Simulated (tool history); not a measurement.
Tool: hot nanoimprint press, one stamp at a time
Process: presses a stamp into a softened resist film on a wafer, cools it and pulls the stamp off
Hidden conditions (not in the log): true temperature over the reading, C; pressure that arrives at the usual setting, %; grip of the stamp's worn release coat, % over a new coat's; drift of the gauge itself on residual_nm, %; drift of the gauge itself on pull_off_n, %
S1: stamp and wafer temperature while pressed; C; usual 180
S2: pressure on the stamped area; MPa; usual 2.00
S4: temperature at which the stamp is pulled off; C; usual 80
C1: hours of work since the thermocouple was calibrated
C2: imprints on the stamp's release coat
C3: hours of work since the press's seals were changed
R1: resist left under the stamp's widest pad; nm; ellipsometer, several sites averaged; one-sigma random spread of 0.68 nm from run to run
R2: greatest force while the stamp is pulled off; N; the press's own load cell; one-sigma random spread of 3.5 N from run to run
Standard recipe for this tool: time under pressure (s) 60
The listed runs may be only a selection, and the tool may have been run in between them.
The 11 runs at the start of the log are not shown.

run 12 hour=88.3 | S1=180 S2=2.00 time_under_pressure_(s)=60 S4=80 | C1=61 C2=1344 C3=42 | R1=265.0 R2=171
run 13 hour=94.5 | S1=169 S2=2.00 time_under_pressure_(s)=60 S4=80 | C1=63 C2=1355 C3=45 | R1=383.2 R2=168
run 14 hour=103.0 | S1=180 S2=1.91 time_under_pressure_(s)=60 S4=80 | C1=67 C2=1370 C3=48 | R1=271.3 R2=170
run 15 hour=113.5 | S1=180 S2=1.91 time_under_pressure_(s)=60 S4=80 | C1=71 C2=1388 C3=53 | R1=269.5 R2=169
run 16 hour=119.0 | S1=180 S2=1.91 time_under_pressure_(s)=60 S4=80 | C1=73 C2=1398 C3=55 | R1=269.4 R2=164
-- hour=123.6 gauge calibrated
run 17 hour=125.5 | S1=173 S2=1.91 time_under_pressure_(s)=113 S4=80 | C1=76 C2=1409 C3=58 | R1=299.0 R2=172
run 18 hour=132.2 | S1=173 S2=1.91 time_under_pressure_(s)=113 S4=80 | C1=79 C2=1421 C3=60 | R1=298.2 R2=163
run 19 hour=141.3 | S1=173 S2=1.91 time_under_pressure_(s)=113 S4=80 | C1=83 C2=1437 C3=64 | R1=297.3 R2=172
run 20 hour=149.9 | S1=173 S2=2.00 time_under_pressure_(s)=60 S4=76 | C1=86 C2=1453 C3=68 | R1=342.5 R2=177
run 21 hour=158.9 | S1=173 S2=1.86 time_under_pressure_(s)=60 S4=76 | C1=90 C2=1469 C3=71 | R1=350.8 R2=175
run 22 hour=169.2 | S1=184 S2=1.44 time_under_pressure_(s)=55 S4=76 | C1=94 C2=1487 C3=76 | R1=280.2 R2=179
run 23 hour=176.9 | S1=184 S2=1.44 time_under_pressure_(s)=55 S4=76 | C1=97 C2=1501 C3=79 | R1=280.7 R2=180
run 24 hour=183.6 | S1=170 S2=2.00 time_under_pressure_(s)=32 S4=67 | C1=100 C2=1512 C3=81 | R1=413.7 R2=201
run 25 hour=189.0 | S1=180 S2=2.99 time_under_pressure_(s)=68 S4=67 | C1=102 C2=1522 C3=84 | R1=204.5 R2=204
run 26 hour=195.6 | S1=180 S2=1.26 time_under_pressure_(s)=55 S4=69 | C1=105 C2=1534 C3=86 | R1=338.9 R2=198
run 27 hour=204.4 | S1=180 S2=1.26 time_under_pressure_(s)=55 S4=69 | C1=109 C2=1549 C3=90 | R1=337.2 R2=198
run 28 hour=216.5 | S1=187 S2=2.30 time_under_pressure_(s)=59 S4=71 | C1=113 C2=1571 C3=95 | R1=189.1 R2=191
run 29 hour=226.4 | S1=187 S2=2.30 time_under_pressure_(s)=51 S4=69 | C1=118 C2=1588 C3=99 | R1=197.5 R2=194
run 30 hour=238.2 | S1=191 S2=2.00 time_under_pressure_(s)=66 S4=80 | C1=122 C2=1609 C3=104 | R1=168.6 R2=166
-- hour=247.2 stamp cleaned and given a new release coat
run 31 hour=252.6 | S1=191 S2=2.00 time_under_pressure_(s)=66 S4=80 | C1=126 C2=10 C3=107 | R1=168.7 R2=164

Alternative continuations, all from the tool just after run 31; predict every row:
run A hour=261.7 | S1=179 S2=2.00 time_under_pressure_(s)=104 S4=86 | C1=130 C2=26 C3=111 | R1=? R2=?
run B hour=261.7 | S1=179 S2=2.00 time_under_pressure_(s)=60 S4=80 | C1=130 C2=26 C3=111 | R1=? R2=?
run C hour=261.7 | S1=180 S2=2.00 time_under_pressure_(s)=60 S4=85 | C1=130 C2=26 C3=111 | R1=? R2=?

run=A R1=230.9 R2=152
run=B R1=273.7 R2=168
run=C R1=262.8 R2=153
With the hidden condition removed and each run's random variation left untouched, the same runs would have given:
run=A R1=235.1 R2=152
run=B R1=278.6 R2=168
run=C R1=267.6 R2=153

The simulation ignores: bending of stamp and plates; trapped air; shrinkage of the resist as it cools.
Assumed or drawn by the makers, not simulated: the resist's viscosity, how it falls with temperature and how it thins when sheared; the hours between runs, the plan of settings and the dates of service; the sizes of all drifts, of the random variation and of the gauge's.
